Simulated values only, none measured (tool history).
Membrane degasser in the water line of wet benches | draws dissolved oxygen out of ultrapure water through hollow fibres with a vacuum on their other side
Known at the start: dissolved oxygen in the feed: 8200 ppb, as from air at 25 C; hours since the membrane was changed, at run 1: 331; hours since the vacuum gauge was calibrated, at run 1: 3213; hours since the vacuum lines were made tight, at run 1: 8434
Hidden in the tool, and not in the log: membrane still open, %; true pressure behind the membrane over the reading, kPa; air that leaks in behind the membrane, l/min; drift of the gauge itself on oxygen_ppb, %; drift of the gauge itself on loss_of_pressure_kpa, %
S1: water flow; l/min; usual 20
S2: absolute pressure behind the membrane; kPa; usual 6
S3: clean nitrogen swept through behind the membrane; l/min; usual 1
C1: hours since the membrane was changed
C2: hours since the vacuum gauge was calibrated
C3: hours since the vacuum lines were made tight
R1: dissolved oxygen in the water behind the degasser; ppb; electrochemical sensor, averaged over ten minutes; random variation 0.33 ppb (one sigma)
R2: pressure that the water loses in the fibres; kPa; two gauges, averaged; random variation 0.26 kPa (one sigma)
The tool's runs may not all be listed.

run 1 hour=0 | S1=20 S2=6 S3=1 | C1=331 C2=3213 C3=8434 | R1=125.4 R2=69.33
run 2 hour=46.9 | S1=20 S2=6 S3=1 | C1=378 C2=3260 C3=8481 | R1=125.6 R2=69.14
run 3 hour=88.6 | S1=20 S2=6 S3=1 | C1=419 C2=3302 C3=8523 | R1=124.9 R2=69.23
run 4 hour=125.2 | S1=20 S2=6 S3=1 | C1=456 C2=3338 C3=8559 | R1=125.4 R2=69.78
run 5 hour=159.3 | S1=20 S2=6 S3=2.56 | C1=490 C2=3372 C3=8593 | R1=54.2 R2=69.41
run 6 hour=210.5 | S1=20 S2=6 S3=2.56 | C1=541 C2=3424 C3=8645 | R1=54 R2=69.3
run 7 hour=274.9 | S1=20 S2=6 S3=2.56 | C1=606 C2=3488 C3=8709 | R1=53.9 R2=69.44
run 8 hour=336.2 | S1=20 S2=6 S3=2.56 | C1=667 C2=3549 C3=8770 | R1=54.3 R2=69.25
run 9 hour=394.4 | S1=20 S2=4.83 S3=2.56 | C1=725 C2=3608 C3=8829 | R1=32.4 R2=69.47
run 10 hour=435.5 | S1=16 S2=6 S3=1 | C1=766 C2=3649 C3=8870 | R1=103.4 R2=55.46
run 11 hour=502.4 | S1=16 S2=6 S3=1 | C1=833 C2=3715 C3=8936 | R1=102.4 R2=55.37
run 12 hour=555.3 | S1=16 S2=6 S3=1 | C1=886 C2=3768 C3=8989 | R1=102.5 R2=55.68
run 13 hour=598.5 | S1=20 S2=6 S3=2.06 | C1=929 C2=3812 C3=9033 | R1=66.2 R2=69.34
run 14 hour=638.4 | S1=20 S2=6 S3=2.06 | C1=969 C2=3852 C3=9073 | R1=65.7 R2=69.39
run 15 hour=689.9 | S1=20 S2=6 S3=1 | C1=1021 C2=3903 C3=9124 | R1=125.3 R2=69.31
run 16 hour=746.9 | S1=20 S2=6 S3=1 | C1=1078 C2=3960 C3=9181 | R1=125.5 R2=69.19
-- hour=776.3 vacuum gauge calibrated
run 17 hour=776.3 | S1=20 S2=6 S3=1 | C1=1107 C2=0 C3=9210 | R1=125.7 R2=69.65
run 18 hour=814.1 | S1=20 S2=6 S3=1 | C1=1144 C2=38 C3=9248 | R1=125.6 R2=69.45
run 19 hour=843.1 | S1=20 S2=3.67 S3=1.39 | C1=1173 C2=67 C3=9277 | R1=17.6 R2=69.6
run 20 hour=890.4 | S1=19 S2=6 S3=2.75 | C1=1221 C2=114 C3=9324 | R1=48 R2=65.63
run 21 hour=925.5 | S1=15 S2=6 S3=1 | C1=1256 C2=149 C3=9359 | R1=96.1 R2=52.12
run 22 hour=964.3 | S1=15 S2=6 S3=1 | C1=1295 C2=188 C3=9398 | R1=95.9 R2=52.11
run 23 hour=1002.6 | S1=25 S2=12.04 S3=2.11 | C1=1333 C2=226 C3=9436 | R1=241.3 R2=86.8
run 24 hour=1048.2 | S1=25 S2=12.04 S3=2.11 | C1=1378 C2=272 C3=9482 | R1=241.4 R2=86.83
run 25 hour=1094.9 | S1=26 S2=8.41 S3=2.11 | C1=1425 C2=319 C3=9529 | R1=151.1 R2=90.43
run 26 hour=1123.8 | S1=14 S2=8.41 S3=1.1 | C1=1454 C2=348 C3=9557 | R1=152.2 R2=48.7
run 27 hour=1158.8 | S1=14 S2=8.41 S3=1.1 | C1=1489 C2=383 C3=9592 | R1=153.3 R2=48.73
run 28 hour=1224.1 | S1=31 S2=8.21 S3=0.47 | C1=1554 C2=448 C3=9658 | R1=562.7 R2=107.08
run 29 hour=1286.3 | S1=31 S2=8.21 S3=0.47 | C1=1617 C2=510 C3=9720 | R1=562.7 R2=107.72
run 30 hour=1351.5 | S1=20 S2=10.99 S3=0.46 | C1=1682 C2=575 C3=9785 | R1=627.5 R2=69.4
run 31 hour=1417.9 | S1=23 S2=9.55 S3=0.65 | C1=1748 C2=642 C3=9852 | R1=442.7 R2=80
run 32 hour=1456.5 | S1=20 S2=4.72 S3=1 | C1=1787 C2=680 C3=9890 | R1=69.7 R2=69.28
run 33 hour=1485.8 | S1=20 S2=4.72 S3=1 | C1=1816 C2=710 C3=9919 | R1=69.3 R2=69.33

Forecast each of these 3 alternatives for the next run:
run A hour=1524.4 | S1=18 S2=4.72 S3=1 | C1=1855 C2=748 C3=9958 | R1=? R2=?
run B hour=1524.4 | S1=32 S2=4.72 S3=1 | C1=1855 C2=748 C3=9958 | R1=? R2=?
run C hour=1524.4 | S1=15 S2=7.79 S3=1 | C1=1855 C2=748 C3=9958 | R1=? R2=?

run=A R1=63.2 R2=62.28
run=B R1=106.9 R2=111.37
run=C R1=156.2 R2=51.8
Without the tool's hidden state the same runs would have given:
run=A R1=63.2 R2=62.27
run=B R1=106.9 R2=111.36
run=C R1=156.2 R2=51.8
